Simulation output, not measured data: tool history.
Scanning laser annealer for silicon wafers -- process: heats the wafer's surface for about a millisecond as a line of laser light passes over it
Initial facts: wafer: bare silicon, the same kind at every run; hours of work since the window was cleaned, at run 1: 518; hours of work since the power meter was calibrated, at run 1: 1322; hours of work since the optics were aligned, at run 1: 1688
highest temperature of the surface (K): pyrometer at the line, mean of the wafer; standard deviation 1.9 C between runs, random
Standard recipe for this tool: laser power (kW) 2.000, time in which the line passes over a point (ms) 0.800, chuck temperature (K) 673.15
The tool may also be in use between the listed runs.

run	hour	laser power (kW)	time in which the line passes over a point (ms)	chuck temperature (K)	hours of work since the window was cleaned	hours of work since the power meter was calibrated	hours of work since the optics were aligned	highest temperature of the surface (K)
1	0.0	2.000	0.800	673.15	518	1322	1688	1463.15
2	26.7	2.000	0.800	673.15	534	1338	1704	1462.15
3	80.2	2.000	0.800	673.15	566	1371	1736	1456.15
4	110.5	2.000	0.800	636.15	585	1389	1755	1422.15
5	147.1	2.000	0.800	645.15	607	1411	1777	1427.15
6	178.9	1.981	0.800	645.15	626	1431	1796	1418.15
7	225.1	1.981	0.800	645.15	654	1459	1824	1412.15
8	262.4	1.981	0.800	645.15	677	1481	1847	1416.15
9	313.3	1.981	0.800	645.15	707	1512	1878	1407.15
# hour 329.2: window over the wafer cleaned
10	367.3	1.841	0.800	673.15	23	1544	1909	1398.15
11	427.6	1.841	0.800	673.15	60	1580	1946	1398.15
12	466.1	1.841	0.800	673.15	83	1603	1969	1399.15
# hour 482.3: optics aligned, line set to its width
13	529.9	1.841	0.800	673.15	119	1639	29	1415.15
14	575.2	1.841	0.800	673.15	146	1667	56	1410.15
15	617.2	1.841	0.800	673.15	171	1692	82	1414.15
16	671.6	1.841	0.838	673.15	204	1725	115	1433.15
17	730.5	2.000	0.707	673.15	240	1761	150	1437.15
18	793.6	2.000	0.563	673.15	278	1799	189	1345.15
19	831.2	2.000	0.563	673.15	301	1822	211	1345.15
20	890.6	2.000	0.931	673.15	337	1858	247	1555.15
21	918.2	2.000	0.931	673.15	354	1874	264	1556.15
22	955.7	2.000	0.800	687.15	377	1897	287	1494.15
23	991.4	2.000	0.666	655.15	398	1919	309	1383.15
24	1030.6	2.000	0.666	655.15	422	1942	332	1386.15
25	1066.4	1.733	0.859	633.15	444	1964	354	1331.15
26	1117.9	1.982	0.891	663.15	475	1995	385	1502.15
27	1159.1	2.159	0.769	692.15	500	2020	410	1553.15
28	1206.2	1.997	0.874	638.15	528	2049	439	1475.15
29	1267.4	1.997	0.874	638.15	565	2086	476	1475.15
30	1331.6	1.997	0.874	638.15	604	2125	515	1475.15
31	1382.7	2.000	0.800	708.15	635	2156	546	1502.15
32	1437.2	2.000	0.800	708.15	668	2189	579	1499.15
33	1477.9	1.969	0.975	633.15	693	2214	603	1499.15
# hour 1516.3: window over the wafer cleaned
34	1521.3	2.084	0.728	682.15	3	2239	628	1500.15
35	1550.9	2.131	0.728	658.15	21	2257	646	1503.15
36	1578.8	1.734	0.728	682.15	38	2273	663	1332.15
37	1632.0	2.067	0.642	653.15	70	2306	695	1408.15
38	1661.3	2.000	0.642	673.15	88	2323	713	1393.15
39	1709.5	2.180	0.800	646.15	117	2353	742	1554.15
40	1758.8	2.143	0.725	639.15	147	2383	772	1480.15

Here are 4 independent what-if runs from the current tool condition. What would each one return?
A	1790.5	2.143	0.747	639.15	166	2402	791	?
B	1790.5	1.766	0.593	708.15	166	2402	791	?
C	1790.5	2.143	0.725	709.15	166	2402	791	?
D	1790.5	1.827	0.904	648.15	166	2402	791	?

run	highest temperature of the surface (K)
A	1487.15
B	1295.15
C	1549.15
D	1423.15
Take away the tool's hidden state, keep each run's random variation, and the runs would have read:
run	highest temperature of the surface (K)
A	1513.15
B	1313.15
C	1574.15
D	1447.15
